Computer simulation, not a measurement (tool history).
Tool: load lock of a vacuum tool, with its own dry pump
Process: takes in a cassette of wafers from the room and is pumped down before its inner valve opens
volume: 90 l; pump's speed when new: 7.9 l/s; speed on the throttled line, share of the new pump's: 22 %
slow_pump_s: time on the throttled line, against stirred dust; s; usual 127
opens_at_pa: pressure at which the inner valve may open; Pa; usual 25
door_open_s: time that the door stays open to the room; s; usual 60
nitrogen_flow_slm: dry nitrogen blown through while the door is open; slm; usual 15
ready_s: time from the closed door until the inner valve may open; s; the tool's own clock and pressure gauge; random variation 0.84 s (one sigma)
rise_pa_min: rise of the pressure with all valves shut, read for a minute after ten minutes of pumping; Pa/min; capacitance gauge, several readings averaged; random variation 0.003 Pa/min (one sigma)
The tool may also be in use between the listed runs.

| run | day | slow_pump_s | opens_at_pa | door_open_s | nitrogen_flow_slm | incoming humidity of the room's air, % | ready_s | rise_pa_min |
|---|---|---|---|---|---|---|---|---|
| 1 | 0.000 | 127 | 25 | 60 | 15 | 41.2 | 199.2 | 0.341 |
| 2 | 7.900 | 127 | 25 | 36 | 15 | 44.9 | 199.4 | 0.337 |
| 3 | 17.546 | 127 | 25 | 36 | 15 | 43.4 | 198.8 | 0.344 |
| 4 | 36.142 | 127 | 25 | 60 | 15 | 47.3 | 199.9 | 0.370 |
| 5 | 46.650 | 127 | 25 | 60 | 15 | 46.5 | 198.0 | 0.386 |
| 6 | 56.117 | 127 | 25 | 60 | 15 | 45.6 | 197.9 | 0.404 |
| 7 | 70.867 | 127 | 25 | 60 | 15 | 43.8 | 201.1 | 0.409 |
| 8 | 79.429 | 127 | 25 | 60 | 15 | 45.6 | 200.0 | 0.421 |
| 9 | 95.108 | 127 | 25 | 60 | 15 | 43.6 | 199.9 | 0.430 |
| 10 | 106.708 | 127 | 25 | 60 | 15 | 47.0 | 201.4 | 0.460 |
| 11 | 118.608 | 127 | 38 | 60 | 15 | 44.0 | 194.7 | 0.461 |
|  | 124.079 | door's seal changed, seat wiped |
| 12 | 136.850 | 127 | 38 | 60 | 15 | 43.1 | 195.2 | 0.038 |
| 13 | 149.946 | 127 | 38 | 60 | 15 | 48.0 | 195.2 | 0.044 |
| 14 | 160.967 | 127 | 38 | 60 | 15 | 41.5 | 196.3 | 0.044 |
| 15 | 178.162 | 127 | 38 | 60 | 15 | 45.0 | 196.3 | 0.045 |
| 16 | 187.375 | 127 | 38 | 60 | 15 | 46.3 | 195.5 | 0.045 |
| 17 | 206.671 | 127 | 38 | 60 | 15 | 43.7 | 197.6 | 0.054 |
| 18 | 223.267 | 127 | 38 | 60 | 15 | 43.9 | 196.7 | 0.054 |
| 19 | 235.858 | 252 | 28 | 68 | 11 | 42.2 | 296.5 | 0.062 |
| 20 | 250.758 | 252 | 28 | 108 | 24 | 46.8 | 295.0 | 0.074 |
| 21 | 260.054 | 127 | 25 | 60 | 20 | 48.1 | 202.4 | 0.066 |
| 22 | 271.958 | 127 | 25 | 60 | 20 | 45.1 | 202.7 | 0.069 |
| 23 | 290.500 | 127 | 25 | 60 | 20 | 47.7 | 201.8 | 0.079 |
| 24 | 302.821 | 105 | 25 | 141 | 36 | 46.6 | 187.0 | 0.094 |
| 25 | 311.708 | 78 | 25 | 32 | 31 | 44.2 | 169.5 | 0.078 |
| 26 | 329.612 | 127 | 31 | 32 | 15 | 43.9 | 201.6 | 0.094 |
| 27 | 339.171 | 125 | 31 | 32 | 5 | 47.9 | 200.2 | 0.101 |
| 28 | 350.008 | 120 | 22 | 28 | 31 | 45.7 | 201.7 | 0.093 |
| 29 | 363.279 | 127 | 43 | 60 | 7 | 44.9 | 198.2 | 0.113 |
|  | 365.329 | dry pump taken out, an overhauled one fitted |
| 30 | 371.717 | 98 | 19 | 47 | 18 | 44.3 | 176.2 | 0.108 |
| 31 | 386.829 | 98 | 19 | 47 | 18 | 43.9 | 175.3 | 0.125 |
| 32 | 402.196 | 133 | 19 | 89 | 18 | 46.4 | 203.1 | 0.144 |
| 33 | 415.892 | 82 | 25 | 71 | 39 | 46.0 | 160.8 | 0.136 |
| 34 | 425.112 | 118 | 22 | 99 | 15 | 47.8 | 189.6 | 0.167 |
| 35 | 436.354 | 118 | 22 | 172 | 18 | 46.1 | 190.0 | 0.184 |
| 36 | 451.796 | 72 | 25 | 60 | 15 | 45.3 | 153.3 | 0.172 |

5 ways to go on from here, each from the tool as it stands after run 36. What would each give?
| A | 462.529 | 64 | 25 | 60 | 15 | 45.8 | ? | ? |
| B | 462.529 | 72 | 25 | 60 | 9 | 45.6 | ? | ? |
| C | 462.529 | 72 | 29 | 60 | 15 | 50.2 | ? | ? |
| D | 462.529 | 244 | 25 | 128 | 15 | 46.0 | ? | ? |
| E | 462.529 | 66 | 25 | 43 | 9 | 42.4 | ? | ? |

| run | ready_s | rise_pa_min |
|---|---|---|
| A | 147.0 | 0.164 |
| B | 153.2 | 0.177 |
| C | 151.3 | 0.174 |
| D | 288.2 | 0.200 |
| E | 148.0 | 0.171 |
Without the tool's hidden state the same runs would have given:
| run | ready_s | rise_pa_min |
|---|---|---|
| A | 144.6 | 0.027 |
| B | 150.9 | 0.039 |
| C | 149.0 | 0.035 |
| D | 286.7 | 0.061 |
| E | 145.5 | 0.030 |
